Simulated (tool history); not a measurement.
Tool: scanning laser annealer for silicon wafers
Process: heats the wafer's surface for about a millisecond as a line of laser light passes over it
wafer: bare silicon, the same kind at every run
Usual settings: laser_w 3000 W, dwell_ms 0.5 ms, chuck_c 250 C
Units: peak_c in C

{"run": 1, "day": 0.0, "laser_w": 3000, "dwell_ms": 0.5, "chuck_c": 250, "peak_c": 947}
{"run": 2, "day": 0.712, "laser_w": 3000, "dwell_ms": 0.5, "chuck_c": 250, "peak_c": 945}
{"run": 3, "day": 1.4, "laser_w": 3000, "dwell_ms": 0.401, "chuck_c": 250, "peak_c": 857}
{"run": 4, "day": 1.908, "laser_w": 3136, "dwell_ms": 0.401, "chuck_c": 250, "peak_c": 887}
{"run": 5, "day": 2.267, "laser_w": 3136, "dwell_ms": 0.401, "chuck_c": 250, "peak_c": 884}
{"run": 6, "day": 2.829, "laser_w": 3136, "dwell_ms": 0.401, "chuck_c": 250, "peak_c": 885}
{"run": 7, "day": 3.25, "laser_w": 3136, "dwell_ms": 0.401, "chuck_c": 250, "peak_c": 880}
{"run": 8, "day": 3.812, "laser_w": 3136, "dwell_ms": 0.401, "chuck_c": 250, "peak_c": 882}
{"run": 9, "day": 4.2, "laser_w": 3000, "dwell_ms": 0.5, "chuck_c": 250, "peak_c": 940}
{"run": 10, "day": 4.558, "laser_w": 3000, "dwell_ms": 0.5, "chuck_c": 250, "peak_c": 944}
{"run": 11, "day": 4.946, "laser_w": 3084, "dwell_ms": 0.518, "chuck_c": 280, "peak_c": 1003}

Run 12 comes next. What will it give?
{"run": 12, "day": 5.467, "laser_w": 2653, "dwell_ms": 0.476, "chuck_c": 280, "peak_c": "?"}

{"run 12": {"peak_c": 872}}
Without the tool's hidden state the same run would have given peak_c 901 C.

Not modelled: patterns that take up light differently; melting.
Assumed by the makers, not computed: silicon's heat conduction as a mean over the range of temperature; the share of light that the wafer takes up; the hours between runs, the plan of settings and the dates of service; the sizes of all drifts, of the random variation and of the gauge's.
